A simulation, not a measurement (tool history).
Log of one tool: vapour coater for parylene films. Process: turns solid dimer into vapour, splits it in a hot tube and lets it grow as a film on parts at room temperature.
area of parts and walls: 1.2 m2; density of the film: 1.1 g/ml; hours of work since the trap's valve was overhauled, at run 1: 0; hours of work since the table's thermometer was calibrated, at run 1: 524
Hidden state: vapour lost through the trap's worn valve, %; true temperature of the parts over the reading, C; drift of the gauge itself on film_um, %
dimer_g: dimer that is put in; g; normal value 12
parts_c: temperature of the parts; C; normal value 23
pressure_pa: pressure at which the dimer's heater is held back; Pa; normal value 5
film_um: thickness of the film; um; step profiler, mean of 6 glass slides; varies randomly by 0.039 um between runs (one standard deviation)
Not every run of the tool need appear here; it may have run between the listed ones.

run	hour	dimer_g	parts_c	pressure_pa	hours of work since the trap's valve was overhauled	hours of work since the table's thermometer was calibrated	film_um
1	0	12	23	5	0	524	4.06
2	47.1	12	23	3.11	22	546	4.5
3	70.7	12	23	3.11	32	557	4.54
4	117	12	23	8.13	54	578	3.58
5	146.5	9	23	5	67	592	3.01
6	186.7	9	23	5	86	610	2.98
7	239.4	12	23	5	110	634	3.89
8	274.4	6	23	5	126	650	1.95
9	323.3	12	34	5	149	673	2.85
10	357.1	12	34	5	164	688	2.86
# hour 364.8: trap's valve overhauled
11	399	12	34	5	16	706	2.77
12	439.5	12	34	5	34	724	2.75
13	495.4	9	23	5	60	750	2.83
14	549.9	9	23	5	85	775	2.76
15	574.4	13	17	4.14	96	786	4.93
16	597.6	13	17	4.14	107	797	4.93
# hour 618.3: trap's valve overhauled, once more
17	653.4	10	16	2.5	16	821	4.85
18	679.3	20	25	2.36	28	833	7.51
19	707.5	10	25	2.36	41	846	3.74
20	745.6	10	25	2.36	59	863	3.72
# hour 762.8: table's thermometer calibrated
21	793.5	10	25	2.36	80	14	3.79
22	824.9	10	25	2.36	95	29	3.76
23	855.5	14	18	3.78	109	43	5.69
24	896.2	12	34	2.36	127	61	3.43
25	923.8	12	28	5	140	74	3.38
26	970.9	12	28	5	162	96	3.36
27	1008.3	9	19	11.89	179	113	2.77
28	1032.4	9	19	11.89	190	124	2.7

Pick out some run-to-run changes in film_um. Of each, how much would a tool without hidden state show as well, from the settings, what came in and chance, and how much is left for the hidden state and any gauge scatter not in both results compared?
Run 14 -> 15: dimer_g 9 -> 13, parts_c 23 -> 17, pressure_pa 5 -> 4.14. film_um +2.17 um: hidden state -0.32, all else +2.49.
Run 16 -> 17: dimer_g 13 -> 10, parts_c 17 -> 16, pressure_pa 4.14 -> 2.5, trap's valve overhauled, once more. film_um -0.08 um: hidden state +0.48, all else -0.56.
Run 17 -> 18: dimer_g 10 -> 20, parts_c 16 -> 25, pressure_pa 2.5 -> 2.36. film_um +2.66 um: hidden state -0.15, all else +2.81.
Run 18 -> 19: dimer_g 20 -> 10. film_um -3.77 um: hidden state +0.17, all else -3.94.
